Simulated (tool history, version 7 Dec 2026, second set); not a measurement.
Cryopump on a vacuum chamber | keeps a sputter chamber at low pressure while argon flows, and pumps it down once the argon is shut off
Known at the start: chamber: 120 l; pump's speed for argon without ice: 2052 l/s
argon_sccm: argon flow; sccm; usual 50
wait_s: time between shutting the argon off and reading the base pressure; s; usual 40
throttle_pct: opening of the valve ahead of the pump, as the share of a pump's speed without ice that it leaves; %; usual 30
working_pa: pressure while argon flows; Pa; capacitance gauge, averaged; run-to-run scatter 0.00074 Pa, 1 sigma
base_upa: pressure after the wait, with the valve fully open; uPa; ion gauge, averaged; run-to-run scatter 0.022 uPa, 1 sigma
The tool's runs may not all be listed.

run   hour  argon_sccm  wait_s  throttle_pct  working_pa  base_upa
  1    0.0          50      40            30      0.1490      0.70
  2   12.4          50      51            30      0.1499      0.58
  3   23.4          50      40            30      0.1476      0.68
  4   46.7          50      40            46      0.1012      0.68
  5   68.6          50      40            26      0.1722      0.69
  6   80.2          50      23            26      0.1711      1.07
  7  101.9          50      23            26      0.1718      1.07
  8  125.6          50      23            26      0.1723      1.07
  9  144.2          50      40            30      0.1517      0.71
 10  162.5          50      40            30      0.1501      0.75
 11  178.0          50     153            30      0.1523      0.42
 12  192.3          50      40            45      0.1056      0.78
 13  210.2          50      40            45      0.1069      0.78
 14  224.0          50      40            38      0.1246      0.81
 15  245.4          50      40            30      0.1532      0.79
 16  260.4          35      30            18      0.1710      0.92
 17  272.6          35      30            18      0.1703      0.91
 18  296.4          50      40            33      0.1406      0.79
 19  308.3          75     117            55      0.1369      0.45
 20  330.4          36     222            53      0.0681      0.39
 21  340.9          43      27            45      0.0930      1.04
 22  363.0          43      27            45      0.0934      1.01
 23  383.8          43      27            45      0.0951      1.04
 24  398.4          43      40            35      0.1165      0.82
 25  413.9          27      32            35      0.0732      0.94
 26  430.3          32      27            35      0.0880      1.08
 27  450.8          32      27            35      0.0875      1.10
 28  463.1          40      27            40      0.0980      1.08
 29  485.5          62     161            26      0.2217      0.50
 30  500.1          40      50            26      0.1426      0.82

Each row is a separate what-if for the run after 30, all from the same tool condition, not one after another. Results?
  A  511.2          20     266            17           ?         ?
  B  511.2          40      84            26           ?         ?
  C  511.2          43      89            48           ?         ?
  D  511.2          81     246            51           ?         ?
  E  511.2          87      38            30           ?         ?

run  working_pa  base_upa
  A      0.1042      0.48
  B      0.1422      0.63
  C      0.0910      0.65
  D      0.1641      0.53
  E      0.2736      0.93
Without the tool's unlogged condition, the same runs would have read:
run  working_pa  base_upa
  A      0.0962      0.19
  B      0.1262      0.34
  C      0.0737      0.37
  D      0.1314      0.24
  E      0.2384      0.64
